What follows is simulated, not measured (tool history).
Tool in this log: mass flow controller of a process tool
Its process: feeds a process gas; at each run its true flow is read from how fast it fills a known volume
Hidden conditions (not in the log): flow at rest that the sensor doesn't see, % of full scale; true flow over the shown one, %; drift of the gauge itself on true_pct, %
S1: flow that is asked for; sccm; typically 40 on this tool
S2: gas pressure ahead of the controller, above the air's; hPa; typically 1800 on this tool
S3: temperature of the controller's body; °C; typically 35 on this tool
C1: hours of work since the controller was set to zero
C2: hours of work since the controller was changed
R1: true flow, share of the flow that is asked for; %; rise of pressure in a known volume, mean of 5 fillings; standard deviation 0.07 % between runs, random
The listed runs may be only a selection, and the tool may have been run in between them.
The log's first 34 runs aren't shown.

run 35 hour=2335.7 | S1=30 S2=2140 S3=35 | C1=1653 C2=1653 | R1=99.50
run 36 hour=2417.4 | S1=34 S2=1800 S3=35 | C1=1684 C2=1684 | R1=99.14
run 37 hour=2471.2 | S1=15 S2=1470 S3=37 | C1=1704 C2=1704 | R1=98.99
run 38 hour=2556.5 | S1=20 S2=2460 S3=25 | C1=1737 C2=1737 | R1=100.90
run 39 hour=2628.2 | S1=40 S2=2640 S3=29 | C1=1764 C2=1764 | R1=100.47
run 40 hour=2671.1 | S1=44 S2=1650 S3=35 | C1=1780 C2=1780 | R1=99.27
run 41 hour=2736.9 | S1=12 S2=2140 S3=30 | C1=1805 C2=1805 | R1=100.45
run 42 hour=2790.2 | S1=40 S2=1670 S3=36 | C1=1825 C2=1825 | R1=99.07
run 43 hour=2842.0 | S1=10 S2=1800 S3=31 | C1=1845 C2=1845 | R1=100.35
run 44 hour=2918.8 | S1=10 S2=1800 S3=31 | C1=1874 C2=1874 | R1=100.27
run 45 hour=3002.7 | S1=40 S2=1860 S3=33 | C1=1905 C2=1905 | R1=99.58

Predict each of these 3 candidate next runs independently; none follows another, all start after run 45:
run A hour=3053.7 | S1=14 S2=2780 S3=31 | C1=1925 C2=1925 | R1=?
run B hour=3053.7 | S1=6 S2=2030 S3=30 | C1=1925 C2=1925 | R1=?
run C hour=3053.7 | S1=7 S2=2350 S3=26 | C1=1925 C2=1925 | R1=?

run=A R1=100.64
run=B R1=101.30
run=C R1=101.65
Without the tool's unlogged condition, the same runs would have read:
run=A R1=99.49
run=B R1=99.06
run=C R1=99.68
